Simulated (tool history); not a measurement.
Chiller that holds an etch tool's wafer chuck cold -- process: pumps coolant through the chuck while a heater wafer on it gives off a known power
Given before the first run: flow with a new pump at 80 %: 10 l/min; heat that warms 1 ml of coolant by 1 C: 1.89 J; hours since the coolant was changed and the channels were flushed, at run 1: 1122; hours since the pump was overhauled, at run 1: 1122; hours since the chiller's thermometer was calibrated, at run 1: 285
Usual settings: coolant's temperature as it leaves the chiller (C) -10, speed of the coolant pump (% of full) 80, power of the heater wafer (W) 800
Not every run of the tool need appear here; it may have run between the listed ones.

| run | hour | coolant's temperature as it leaves the chiller (C) | speed of the coolant pump (% of full) | power of the heater wafer (W) | hours since the coolant was changed and the channels were flushed | hours since the pump was overhauled | hours since the chiller's thermometer was calibrated | chuck's temperature once it has settled (C) | how much warmer the coolant comes back (C) |
|---|---|---|---|---|---|---|---|---|---|
| 1 | 0 | -10 | 80 | 800 | 1122 | 1122 | 285 | -1.6 | 2.54 |
| 2 | 47.9 | -10 | 80 | 800 | 1169 | 1169 | 333 | -1.7 | 2.57 |
| 3 | 97.9 | -10 | 80 | 800 | 1219 | 1219 | 383 | -1.8 | 2.55 |
| 4 | 131.9 | -10 | 80 | 800 | 1253 | 1253 | 417 | -1.8 | 2.57 |
| 5 | 161.8 | -10 | 80 | 800 | 1283 | 1283 | 447 | -1.5 | 2.53 |
| 6 | 208.4 | -10 | 80 | 800 | 1330 | 1330 | 493 | -1.5 | 2.54 |
| 7 | 233.2 | -10 | 80 | 800 | 1355 | 1355 | 518 | -1.7 | 2.55 |
| 8 | 283.4 | -10 | 80 | 800 | 1405 | 1405 | 568 | -1.6 | 2.56 |
| 9 | 314.7 | -10 | 80 | 800 | 1436 | 1436 | 599 | -1.6 | 2.53 |
| 10 | 345.3 | -10 | 80 | 891 | 1467 | 1467 | 630 | -0.8 | 2.85 |
| 11 | 368.1 | -10 | 80 | 891 | 1490 | 1490 | 653 | -0.8 | 2.81 |
| 12 | 392.8 | -10 | 80 | 891 | 1514 | 1514 | 678 | -0.7 | 2.84 |
| 13 | 422.4 | -10 | 78 | 800 | 1544 | 1544 | 707 | -1.6 | 2.61 |
| 14 | 456.8 | -10 | 80 | 800 | 1578 | 1578 | 742 | -1.7 | 2.54 |
| 15 | 506.1 | -10 | 80 | 800 | 1628 | 1628 | 791 | -1.8 | 2.55 |
| 16 | 541.9 | -10 | 80 | 800 | 1663 | 1663 | 827 | -1.7 | 2.51 |
| 17 | 588.5 | -16 | 80 | 800 | 1710 | 1710 | 873 | -7.6 | 2.53 |
| 18 | 619 | -15 | 64 | 800 | 1741 | 1741 | 904 | -5.1 | 3.15 |
| 19 | 656.4 | -3 | 64 | 800 | 1778 | 1778 | 941 | 6.9 | 3.21 |
| 20 | 697.1 | -19 | 80 | 1014 | 1819 | 1819 | 982 | -8.3 | 3.24 |
| 21 | 744 | -19 | 65 | 497 | 1866 | 1866 | 1029 | -13.1 | 1.95 |
| 22 | 770.8 | -19 | 89 | 419 | 1892 | 1892 | 1056 | -15.1 | 1.2 |
| 23 | 802.8 | -10 | 68 | 800 | 1924 | 1924 | 1088 | -0.4 | 3.01 |
| 24 | 854.3 | -12 | 61 | 670 | 1976 | 1976 | 1139 | -3.3 | 2.79 |
| 25 | 882.5 | -19 | 86 | 800 | 2004 | 2004 | 1167 | -11.1 | 2.36 |
| 26 | 922.5 | -10 | 65 | 1037 | 2044 | 2044 | 1207 | 2.6 | 4.05 |
| 27 | 971.3 | -1 | 93 | 1037 | 2093 | 2093 | 1256 | 8.7 | 2.81 |
| 28 | 994.8 | -16 | 93 | 1037 | 2116 | 2116 | 1280 | -6.3 | 2.78 |
| 29 | 1021.4 | -9 | 74 | 800 | 2143 | 2143 | 1306 | -0.3 | 2.71 |
| 30 | 1051.7 | -9 | 96 | 597 | 2173 | 2173 | 1336 | -3.5 | 1.59 |
| 31 | 1074.4 | -4 | 61 | 548 | 2196 | 2196 | 1359 | 2.8 | 2.28 |
| 32 | 1099.9 | -14 | 69 | 800 | 2221 | 2221 | 1385 | -4.6 | 2.94 |
| 33 | 1144.5 | -8 | 70 | 455 | 2266 | 2266 | 1429 | -3 | 1.66 |

3 options for the next run, each taken on its own from the tool as it stands now. Forecast them:
| A | 1196.1 | -9 | 61 | 455 | 2318 | 2318 | 1481 | ? | ? |
| B | 1196.1 | -3 | 73 | 442 | 2318 | 2318 | 1481 | ? | ? |
| C | 1196.1 | -2 | 81 | 455 | 2318 | 2318 | 1481 | ? | ? |

| run | chuck's temperature once it has settled (C) | how much warmer the coolant comes back (C) |
|---|---|---|
| A | -3.1 | 1.89 |
| B | 1.8 | 1.52 |
| C | 2.6 | 1.43 |
The same runs, with their run-to-run variation unchanged, on a tool lacking any hidden condition would have given:
| run | chuck's temperature once it has settled (C) | how much warmer the coolant comes back (C) |
|---|---|---|
| A | -3.1 | 1.89 |
| B | 1.8 | 1.52 |
| C | 2.6 | 1.43 |
